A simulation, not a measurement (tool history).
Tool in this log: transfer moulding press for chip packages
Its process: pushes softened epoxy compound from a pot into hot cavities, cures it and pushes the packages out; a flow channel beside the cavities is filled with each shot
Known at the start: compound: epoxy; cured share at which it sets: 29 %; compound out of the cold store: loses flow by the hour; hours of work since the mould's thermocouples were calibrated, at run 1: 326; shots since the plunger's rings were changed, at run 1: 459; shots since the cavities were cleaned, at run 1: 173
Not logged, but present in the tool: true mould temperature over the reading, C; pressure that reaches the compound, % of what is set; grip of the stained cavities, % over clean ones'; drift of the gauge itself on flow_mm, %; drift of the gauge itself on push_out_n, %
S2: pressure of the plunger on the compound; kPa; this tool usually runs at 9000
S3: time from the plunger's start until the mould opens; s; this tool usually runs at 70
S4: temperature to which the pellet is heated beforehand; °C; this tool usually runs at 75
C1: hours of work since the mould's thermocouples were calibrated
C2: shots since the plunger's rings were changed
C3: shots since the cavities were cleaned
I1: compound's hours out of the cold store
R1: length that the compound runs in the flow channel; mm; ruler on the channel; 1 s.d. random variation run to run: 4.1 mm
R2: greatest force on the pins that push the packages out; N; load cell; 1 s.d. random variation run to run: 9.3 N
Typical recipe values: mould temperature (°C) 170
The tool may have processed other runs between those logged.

Run 1, hour 0: usual settings; C1 326; C2 459; C3 173; I1 44.3. Result: R1 588 mm, R2 471 N.
Run 2, hour 13.5: usual settings; C1 334; C2 624; C3 338; I1 20.3. Result: R1 631 mm, R2 574 N.
Run 3, hour 27.1: usual settings; C1 342; C2 789; C3 503; I1 25.8. Result: R1 620 mm, R2 615 N.
At hour 34.9: cavities cleaned with cleaning compound and waxed.
Run 4, hour 48.3: usual settings; C1 353; C2 1029; C3 163; I1 31. Result: R1 603 mm, R2 491 N.
At hour 53.3: mould's thermocouples calibrated.
Run 5, hour 67.3: usual settings; C1 8; C2 1236; C3 370; I1 24.5. Result: R1 620 mm, R2 641 N.
Run 6, hour 78.3: usual settings; C1 14; C2 1370; C3 504; I1 13.4. Result: R1 653 mm, R2 689 N.
At hour 86.2: cavities cleaned with cleaning compound and waxed.
Run 7, hour 99.5: usual settings; C1 26; C2 1610; C3 163; I1 18.5. Result: R1 622 mm, R2 558 N.
Run 8, hour 110.6: usual settings; C1 32; C2 1744; C3 297; I1 32.7. Result: R1 604 mm, R2 587 N.
Run 9, hour 124.6: usual settings; C1 40; C2 1915; C3 468; I1 34.9. Result: R1 590 mm, R2 650 N.
At hour 135: cavities cleaned with cleaning compound and waxed.
Run 10, hour 144.6: usual settings; C1 51; C2 2140; C3 116; I1 27.4. Result: R1 612 mm, R2 504 N.
Run 11, hour 154.9: usual settings; C1 56; C2 2266; C3 242; I1 43.1. Result: R1 569 mm, R2 534 N.
Run 12, hour 169.7: usual settings; C1 65; C2 2446; C3 422; I1 20.7. Result: R1 614 mm, R2 638 N.
Run 13, hour 180.8: usual settings; C1 71; C2 2582; C3 558; I1 12.6. Result: R1 631 mm, R2 720 N.
At hour 184.2: cavities cleaned with cleaning compound and waxed.
Run 14, hour 200.9: usual settings; C1 82; C2 2808; C3 204; I1 27.6. Result: R1 599 mm, R2 549 N.
Run 15, hour 221.3: usual settings but S4 68 °C; C1 94; C2 3057; C3 453; I1 32.1. Result: R1 584 mm, R2 627 N.
At hour 233: cavities cleaned with cleaning compound and waxed.
Run 16, hour 238.1: usual settings but S4 68 °C; C1 102; C2 3243; C3 62; I1 23.9. Result: R1 606 mm, R2 475 N.
Run 17, hour 256.6: usual settings but S4 68 °C; C1 113; C2 3468; C3 287; I1 44.4. Result: R1 563 mm, R2 557 N.
Run 18, hour 272.5: usual settings but S4 68 °C; C1 122; C2 3661; C3 480; I1 42.5. Result: R1 561 mm, R2 627 N.
At hour 282.3: cavities cleaned with cleaning compound and waxed.
Run 19, hour 286.2: usual settings but S4 71 °C; C1 129; C2 3810; C3 47; I1 36.1. Result: R1 573 mm, R2 438 N.
Run 20, hour 297.1: usual settings but S2 10630 kPa, S3 74 s, S4 70 °C; C1 135; C2 3943; C3 180; I1 32.6. Result: R1 633 mm, R2 461 N.
Run 21, hour 314.2: usual settings but mould temperature (°C) 169, S2 7940 kPa, S3 68 s, S4 74 °C; C1 145; C2 4151; C3 388; I1 40.9. Result: R1 532 mm, R2 708 N.
Run 22, hour 324.5: usual settings but mould temperature (°C) 175, S2 9180 kPa, S3 69 s, S4 73 °C; C1 151; C2 4277; C3 514; I1 41.4. Result: R1 546 mm, R2 445 N.
At hour 332.5: cavities cleaned with cleaning compound and waxed.
Run 23, hour 343.5: usual settings but mould temperature (°C) 175, S2 9180 kPa, S3 69 s, S4 73 °C; C1 161; C2 4490; C3 135; I1 24.8. Result: R1 579 mm, R2 377 N.
At hour 356.6: plunger's sealing rings changed.
Run 24, hour 362.5: usual settings but S4 79 °C; C1 170; C2 71; C3 335; I1 42.1. Result: R1 592 mm, R2 572 N.
Run 25, hour 379.9: usual settings but mould temperature (°C) 176, S2 8870 kPa, S3 69 s, S4 79 °C; C1 180; C2 284; C3 548; I1 15.5. Result: R1 619 mm, R2 448 N.
At hour 385: cavities cleaned with cleaning compound and waxed.
Run 26, hour 394.1: usual settings but mould temperature (°C) 174; C1 188; C2 439; C3 111; I1 16.9. Result: R1 627 mm, R2 368 N.
Run 27, hour 412.2: usual settings but mould temperature (°C) 166, S2 10900 kPa, S3 87 s, S4 69 °C; C1 198; C2 658; C3 330; I1 32.1. Result: R1 685 mm, R2 479 N.

What if the next run were any one of these 5? Each begins from the tool's condition after run 27:
Run A, hour 420.7: usual settings but S2 10900 kPa, S3 87 s, S4 69 °C; C1 203; C2 762; C3 434; I1 39.4. Result: R1 ?, R2 ?.
Run B, hour 420.7: usual settings but mould temperature (°C) 166, S2 10900 kPa, S3 87 s, S4 82 °C; C1 203; C2 762; C3 434; I1 25.2. Result: R1 ?, R2 ?.
Run C, hour 420.7: usual settings but S2 9210 kPa, S4 83 °C; C1 203; C2 762; C3 434; I1 27.4. Result: R1 ?, R2 ?.
Run D, hour 420.7: usual settings but mould temperature (°C) 168, S2 10900 kPa, S3 58 s, S4 69 °C; C1 203; C2 762; C3 434; I1 26.5. Result: R1 ?, R2 ?.
Run E, hour 420.7: usual settings but mould temperature (°C) 163, S2 6810 kPa; C1 203; C2 762; C3 434; I1 38.3. Result: R1 ?, R2 ?.

run   R1    R2
  A  658   395
  B  702   500
  C  619   619
  D  693  1183
  E  532  1022
With no hidden state in the tool, these same runs would have given:
run   R1   R2
  A  667  263
  B  712  335
  C  628  416
  D  703  780
  E  540  677
